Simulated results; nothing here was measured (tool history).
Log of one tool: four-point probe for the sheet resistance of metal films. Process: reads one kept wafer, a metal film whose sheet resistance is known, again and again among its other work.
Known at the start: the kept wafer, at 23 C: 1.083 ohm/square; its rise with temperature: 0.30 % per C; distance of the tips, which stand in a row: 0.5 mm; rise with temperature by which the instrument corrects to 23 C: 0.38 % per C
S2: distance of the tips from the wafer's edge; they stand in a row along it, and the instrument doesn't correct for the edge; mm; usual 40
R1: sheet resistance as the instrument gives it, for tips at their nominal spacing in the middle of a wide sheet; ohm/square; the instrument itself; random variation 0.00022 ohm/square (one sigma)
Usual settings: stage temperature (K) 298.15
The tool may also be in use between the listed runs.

run 1 hour=0.0 | stage_temperature_(K)=298.15 S2=40 | R1=1.085771
run 2 hour=32.8 | stage_temperature_(K)=298.15 S2=40 | R1=1.085786
run 3 hour=52.9 | stage_temperature_(K)=298.15 S2=40 | R1=1.085771
run 4 hour=94.4 | stage_temperature_(K)=298.15 S2=40 | R1=1.085969
-- hour=128.5 stage's thermometer calibrated
run 5 hour=130.4 | stage_temperature_(K)=298.15 S2=40 | R1=1.084108
run 6 hour=174.7 | stage_temperature_(K)=298.15 S2=40 | R1=1.084529
run 7 hour=204.7 | stage_temperature_(K)=304.15 S2=40 | R1=1.079419
run 8 hour=229.5 | stage_temperature_(K)=304.15 S2=40 | R1=1.080037
run 9 hour=249.9 | stage_temperature_(K)=304.15 S2=40 | R1=1.080028
run 10 hour=269.2 | stage_temperature_(K)=304.15 S2=40 | R1=1.079887
run 11 hour=287.6 | stage_temperature_(K)=304.15 S2=40 | R1=1.080043
run 12 hour=323.4 | stage_temperature_(K)=304.15 S2=40 | R1=1.079836
run 13 hour=358.6 | stage_temperature_(K)=298.15 S2=40 | R1=1.085289
run 14 hour=399.7 | stage_temperature_(K)=298.15 S2=40 | R1=1.085407
run 15 hour=429.3 | stage_temperature_(K)=298.15 S2=64 | R1=1.085785
run 16 hour=447.1 | stage_temperature_(K)=298.15 S2=64 | R1=1.085513
run 17 hour=480.5 | stage_temperature_(K)=298.15 S2=40 | R1=1.085536
run 18 hour=500.8 | stage_temperature_(K)=298.15 S2=40 | R1=1.085576
run 19 hour=533.1 | stage_temperature_(K)=298.15 S2=40 | R1=1.086059
run 20 hour=551.5 | stage_temperature_(K)=298.15 S2=40 | R1=1.085310
run 21 hour=589.9 | stage_temperature_(K)=297.15 S2=19 | R1=1.087059
run 22 hour=634.3 | stage_temperature_(K)=307.15 S2=15 | R1=1.079731
run 23 hour=658.1 | stage_temperature_(K)=307.15 S2=24 | R1=1.078703
run 24 hour=682.2 | stage_temperature_(K)=307.15 S2=24 | R1=1.079537
run 25 hour=701.0 | stage_temperature_(K)=300.15 S2=40 | R1=1.084637
run 26 hour=722.4 | stage_temperature_(K)=300.15 S2=40 | R1=1.084551
run 27 hour=761.3 | stage_temperature_(K)=300.15 S2=40 | R1=1.084715
run 28 hour=784.5 | stage_temperature_(K)=298.15 S2=7 | R1=1.089287

The next listed run, before its measurement:
run 29 hour=819.0 | stage_temperature_(K)=298.15 S2=7 | R1=?

R1: 1.089365 ohm/square
Without the tool's hidden state the same run would have given R1 1.084089 ohm/square.
